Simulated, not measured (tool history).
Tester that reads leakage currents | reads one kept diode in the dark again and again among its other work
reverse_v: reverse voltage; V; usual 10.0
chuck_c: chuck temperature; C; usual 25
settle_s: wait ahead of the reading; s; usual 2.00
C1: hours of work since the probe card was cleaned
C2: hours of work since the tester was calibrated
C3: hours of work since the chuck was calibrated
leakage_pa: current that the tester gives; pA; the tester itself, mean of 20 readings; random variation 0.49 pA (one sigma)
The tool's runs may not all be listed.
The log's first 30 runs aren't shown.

-- hour=4261.3 chuck's temperature calibrated
run 31 hour=4329.2 | reverse_v=1.7 chuck_c=28 settle_s=4.01 | C1=917 C2=2296 C3=37 | leakage_pa=90.80
run 32 hour=4520.9 | reverse_v=1.9 chuck_c=56 settle_s=2.82 | C1=1021 C2=2400 C3=141 | leakage_pa=565.46
run 33 hour=4697.2 | reverse_v=1.9 chuck_c=52 settle_s=2.82 | C1=1117 C2=2495 C3=236 | leakage_pa=439.36
run 34 hour=4859.1 | reverse_v=12.1 chuck_c=31 settle_s=0.37 | C1=1204 C2=2583 C3=324 | leakage_pa=297.08
-- hour=5044.1 probe card cleaned and baked
run 35 hour=5049.3 | reverse_v=11.5 chuck_c=25 settle_s=3.01 | C1=3 C2=2684 C3=425 | leakage_pa=160.79
run 36 hour=5203.9 | reverse_v=11.5 chuck_c=25 settle_s=3.01 | C1=87 C2=2768 C3=509 | leakage_pa=161.95
run 37 hour=5311.7 | reverse_v=10.0 chuck_c=25 settle_s=1.18 | C1=145 C2=2826 C3=567 | leakage_pa=153.70
run 38 hour=5444.4 | reverse_v=14.3 chuck_c=33 settle_s=1.45 | C1=217 C2=2898 C3=639 | leakage_pa=312.44
-- hour=5512.5 chuck's temperature calibrated
run 39 hour=5596.2 | reverse_v=16.4 chuck_c=25 settle_s=2.00 | C1=298 C2=2979 C3=45 | leakage_pa=205.77

Forecast each of these 4 alternatives for the next run:
run A hour=5681.8 | reverse_v=6.6 chuck_c=49 settle_s=9.46 | C1=344 C2=3025 C3=92 | leakage_pa=?
run B hour=5681.8 | reverse_v=1.2 chuck_c=48 settle_s=6.64 | C1=344 C2=3025 C3=92 | leakage_pa=?
run C hour=5681.8 | reverse_v=4.0 chuck_c=57 settle_s=9.08 | C1=344 C2=3025 C3=92 | leakage_pa=?
run D hour=5681.8 | reverse_v=1.3 chuck_c=25 settle_s=1.83 | C1=344 C2=3025 C3=92 | leakage_pa=?

run=A leakage_pa=642.51
run=B leakage_pa=277.38
run=C leakage_pa=829.16
run=D leakage_pa=62.13
Without the tool's hidden state the same runs would have given:
run=A leakage_pa=667.21
run=B leakage_pa=289.44
run=C leakage_pa=863.87
run=D leakage_pa=64.21
